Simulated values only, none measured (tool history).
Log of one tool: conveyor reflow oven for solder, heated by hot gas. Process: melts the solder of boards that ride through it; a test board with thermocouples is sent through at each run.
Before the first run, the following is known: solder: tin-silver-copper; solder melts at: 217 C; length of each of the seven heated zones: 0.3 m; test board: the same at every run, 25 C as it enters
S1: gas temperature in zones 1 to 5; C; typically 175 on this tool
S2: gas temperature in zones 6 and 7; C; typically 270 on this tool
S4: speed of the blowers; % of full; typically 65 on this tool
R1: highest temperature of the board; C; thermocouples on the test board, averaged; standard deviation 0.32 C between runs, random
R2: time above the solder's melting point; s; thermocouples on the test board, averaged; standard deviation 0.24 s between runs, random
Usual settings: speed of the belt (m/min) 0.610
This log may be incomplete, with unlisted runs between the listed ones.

Run 1, day 0.000: usual settings. Result: R1 252.7 C, R2 44.1 s.
Run 2, day 0.796: usual settings. Result: R1 252.5 C, R2 43.7 s.
At day 1.288: flux residue cleaned out of gas plates and filters.
Run 3, day 1.825: usual settings. Result: R1 255.6 C, R2 46.0 s.
Run 4, day 2.667: usual settings. Result: R1 255.6 C, R2 45.8 s.
Run 5, day 3.717: usual settings. Result: R1 254.7 C, R2 45.9 s.
Run 6, day 4.242: usual settings but S4 88 % of full. Result: R1 259.9 C, R2 48.4 s.
Run 7, day 4.992: usual settings. Result: R1 255.4 C, R2 45.9 s.
Run 8, day 5.525: usual settings but S4 55 % of full. Result: R1 252.3 C, R2 43.9 s.
Run 9, day 6.475: usual settings. Result: R1 255.5 C, R2 45.9 s.
Run 10, day 7.171: usual settings but speed of the belt (m/min) 0.638, S4 51 % of full. Result: R1 249.6 C, R2 39.3 s.
Run 11, day 7.862: usual settings but speed of the belt (m/min) 0.638, S4 51 % of full. Result: R1 250.0 C, R2 39.8 s.
Run 12, day 9.050: usual settings but S1 179 C, S2 269 C, speed of the belt (m/min) 0.638, S4 51 % of full. Result: R1 249.7 C, R2 40.8 s.
Run 13, day 9.679: usual settings but S1 179 C, S2 269 C, speed of the belt (m/min) 0.638, S4 51 % of full. Result: R1 249.3 C, R2 40.5 s.
Run 14, day 10.262: usual settings but S1 179 C, S2 265 C, speed of the belt (m/min) 0.638, S4 51 % of full. Result: R1 245.9 C, R2 38.7 s.
Run 15, day 10.996: usual settings but S2 281 C, speed of the belt (m/min) 0.679. Result: R1 260.4 C, R2 42.7 s.
Run 16, day 11.892: usual settings but S2 281 C, speed of the belt (m/min) 0.567. Result: R1 267.5 C, R2 55.5 s.
Run 17, day 12.967: usual settings but S1 162 C, S2 281 C, speed of the belt (m/min) 0.598, S4 56 % of full. Result: R1 259.9 C, R2 45.9 s.

What if the next run were any one of these 4? Each begins from the tool's condition after run 17:
Run A, day 13.588: usual settings but S1 187 C, S2 271 C, speed of the belt (m/min) 0.598, S4 56 % of full. Result: R1 ?, R2 ?.
Run B, day 13.588: usual settings but speed of the belt (m/min) 0.593. Result: R1 ?, R2 ?.
Run C, day 13.588: usual settings but S1 186 C, S4 76 % of full. Result: R1 ?, R2 ?.
Run D, day 13.588: usual settings but S1 188 C, speed of the belt (m/min) 0.579. Result: R1 ?, R2 ?.

run     R1    R2
  A  256.5  50.5
  B  256.2  47.6
  C  258.8  51.2
  D  258.8  54.4
Without the tool's unlogged condition, the same runs would have read:
run     R1    R2
  A  254.9  49.8
  B  254.7  46.9
  C  257.3  50.6
  D  257.1  53.6
